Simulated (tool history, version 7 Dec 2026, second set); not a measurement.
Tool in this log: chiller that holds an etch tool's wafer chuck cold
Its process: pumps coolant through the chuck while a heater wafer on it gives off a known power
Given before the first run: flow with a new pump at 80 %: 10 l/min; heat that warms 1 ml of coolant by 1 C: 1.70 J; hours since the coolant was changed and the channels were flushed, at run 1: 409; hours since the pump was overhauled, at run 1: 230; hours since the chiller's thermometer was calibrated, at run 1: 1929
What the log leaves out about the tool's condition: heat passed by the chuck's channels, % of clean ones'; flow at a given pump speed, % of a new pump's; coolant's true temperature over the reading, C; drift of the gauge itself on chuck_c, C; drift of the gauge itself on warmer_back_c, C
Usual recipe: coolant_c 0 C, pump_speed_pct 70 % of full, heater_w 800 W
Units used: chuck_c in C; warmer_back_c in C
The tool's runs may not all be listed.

| run | hour | coolant_c | pump_speed_pct | heater_w | hours since the coolant was changed and the channels were flushed | hours since the pump was overhauled | hours since the chiller's thermometer was calibrated | chuck_c | warmer_back_c |
|---|---|---|---|---|---|---|---|---|---|
| 1 | 0 | 0 | 70 | 800 | 409 | 230 | 1929 | 12.1 | 3.3 |
| 2 | 20.3 | 0 | 70 | 800 | 429 | 251 | 1949 | 11.9 | 3.28 |
| 3 | 35.6 | 0 | 83 | 800 | 445 | 266 | 1964 | 10.1 | 2.74 |
| 4 | 66.5 | 0 | 70 | 800 | 476 | 297 | 1995 | 11.9 | 3.29 |
| 5 | 91 | 0 | 70 | 800 | 500 | 321 | 2020 | 11.9 | 3.18 |
| 6 | 119.5 | 0 | 70 | 800 | 529 | 350 | 2048 | 12.1 | 3.31 |
| 7 | 138.7 | 0 | 70 | 800 | 548 | 369 | 2068 | 12.2 | 3.34 |
| 8 | 154 | -1 | 97 | 686 | 563 | 384 | 2083 | 6.6 | 2.05 |
| 9 | 167.7 | 3 | 97 | 686 | 577 | 398 | 2096 | 10.9 | 2 |
| 10 | 182.3 | 3 | 97 | 686 | 591 | 413 | 2111 | 10.6 | 2.01 |
| 11 | 196.4 | 3 | 97 | 686 | 605 | 427 | 2125 | 10.7 | 2.01 |
| 12 | 225.6 | 6 | 97 | 686 | 635 | 456 | 2154 | 13.7 | 2.07 |

Difference, measured minus no-hidden-state, one row per run. Run-to-run variation is common to both terms; the gauge's own scatter need not be:
| run | chuck_c | warmer_back_c |
|---|---|---|
| 1 | +0.4 | +0.04 |
| 2 | +0.4 | +0.04 |
| 3 | +0.3 | +0.03 |
| 4 | +0.4 | +0.05 |
| 5 | +0.4 | +0.04 |
| 6 | +0.4 | +0.05 |
| 7 | +0.5 | +0.05 |
| 8 | +0.4 | +0.03 |
| 9 | +0.3 | +0.03 |
| 10 | +0.3 | +0.03 |
| 11 | +0.3 | +0.03 |
| 12 | +0.4 | +0.03 |
